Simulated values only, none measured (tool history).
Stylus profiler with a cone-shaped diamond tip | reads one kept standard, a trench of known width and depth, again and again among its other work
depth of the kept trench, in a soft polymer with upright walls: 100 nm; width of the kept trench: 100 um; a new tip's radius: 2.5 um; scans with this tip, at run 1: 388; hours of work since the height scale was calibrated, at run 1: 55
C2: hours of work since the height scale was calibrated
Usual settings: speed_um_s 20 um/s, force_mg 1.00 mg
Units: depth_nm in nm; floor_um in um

{"run": 1, "day": 0.0, "speed_um_s": 20, "force_mg": 1.0, "scans with this tip": 388, "C2": 55, "depth_nm": 100.88, "floor_um": 98.45}
{"run": 2, "day": 0.917, "speed_um_s": 20, "force_mg": 1.66, "scans with this tip": 462, "C2": 65, "depth_nm": 101.22, "floor_um": 98.48}
{"run": 3, "day": 1.762, "speed_um_s": 20, "force_mg": 1.0, "scans with this tip": 531, "C2": 75, "depth_nm": 100.84, "floor_um": 98.59}
{"run": 4, "day": 2.346, "speed_um_s": 20, "force_mg": 1.0, "scans with this tip": 578, "C2": 82, "depth_nm": 100.84, "floor_um": 98.5}
{"run": 5, "day": 3.067, "speed_um_s": 20, "force_mg": 1.0, "scans with this tip": 636, "C2": 90, "depth_nm": 100.88, "floor_um": 98.51}
{"run": 6, "day": 3.888, "speed_um_s": 20, "force_mg": 1.0, "scans with this tip": 703, "C2": 99, "depth_nm": 100.84, "floor_um": 98.45}
{"run": 7, "day": 4.992, "speed_um_s": 7, "force_mg": 1.0, "scans with this tip": 793, "C2": 112, "depth_nm": 100.83, "floor_um": 98.51}
{"run": 8, "day": 5.583, "speed_um_s": 28, "force_mg": 1.0, "scans with this tip": 841, "C2": 119, "depth_nm": 100.88, "floor_um": 98.41}
{"run": 9, "day": 6.579, "speed_um_s": 28, "force_mg": 1.0, "scans with this tip": 922, "C2": 130, "depth_nm": 100.84, "floor_um": 98.42}
{"run": 10, "day": 7.575, "speed_um_s": 28, "force_mg": 1.0, "scans with this tip": 1002, "C2": 142, "depth_nm": 100.84, "floor_um": 98.38}
{"run": 11, "day": 8.55, "speed_um_s": 11, "force_mg": 0.46, "scans with this tip": 1082, "C2": 153, "depth_nm": 100.48, "floor_um": 98.51}
{"run": 12, "day": 9.162, "speed_um_s": 11, "force_mg": 0.46, "scans with this tip": 1131, "C2": 160, "depth_nm": 100.45, "floor_um": 98.47}
{"run": 13, "day": 10.267, "speed_um_s": 20, "force_mg": 0.94, "scans with this tip": 1221, "C2": 173, "depth_nm": 100.8, "floor_um": 98.43}
{"run": 14, "day": 10.75, "speed_um_s": 58, "force_mg": 2.49, "scans with this tip": 1260, "C2": 178, "depth_nm": 101.53, "floor_um": 98.27}
{"run": 15, "day": 11.308, "speed_um_s": 28, "force_mg": 0.61, "scans with this tip": 1305, "C2": 185, "depth_nm": 100.57, "floor_um": 98.29}
{"run": 16, "day": 12.104, "speed_um_s": 28, "force_mg": 0.61, "scans with this tip": 1370, "C2": 194, "depth_nm": 100.57, "floor_um": 98.34}
{"run": 17, "day": 13.225, "speed_um_s": 61, "force_mg": 0.61, "scans with this tip": 1461, "C2": 207, "depth_nm": 100.56, "floor_um": 98.06}

Forecast each of these 3 alternatives for the next run:
{"run": "A", "day": 13.938, "speed_um_s": 20, "force_mg": 0.9, "scans with this tip": 1519, "C2": 215, "depth_nm": "?", "floor_um": "?"}
{"run": "B", "day": 13.938, "speed_um_s": 41, "force_mg": 0.9, "scans with this tip": 1519, "C2": 215, "depth_nm": "?", "floor_um": "?"}
{"run": "C", "day": 13.938, "speed_um_s": 76, "force_mg": 0.89, "scans with this tip": 1519, "C2": 215, "depth_nm": "?", "floor_um": "?"}

run=A depth_nm=100.73 floor_um=98.45
run=B depth_nm=100.77 floor_um=98.30
run=C depth_nm=100.73 floor_um=98.10
Without the tool's hidden state the same runs would have given:
run=A depth_nm=100.79 floor_um=98.51
run=B depth_nm=100.83 floor_um=98.36
run=C depth_nm=100.79 floor_um=98.16
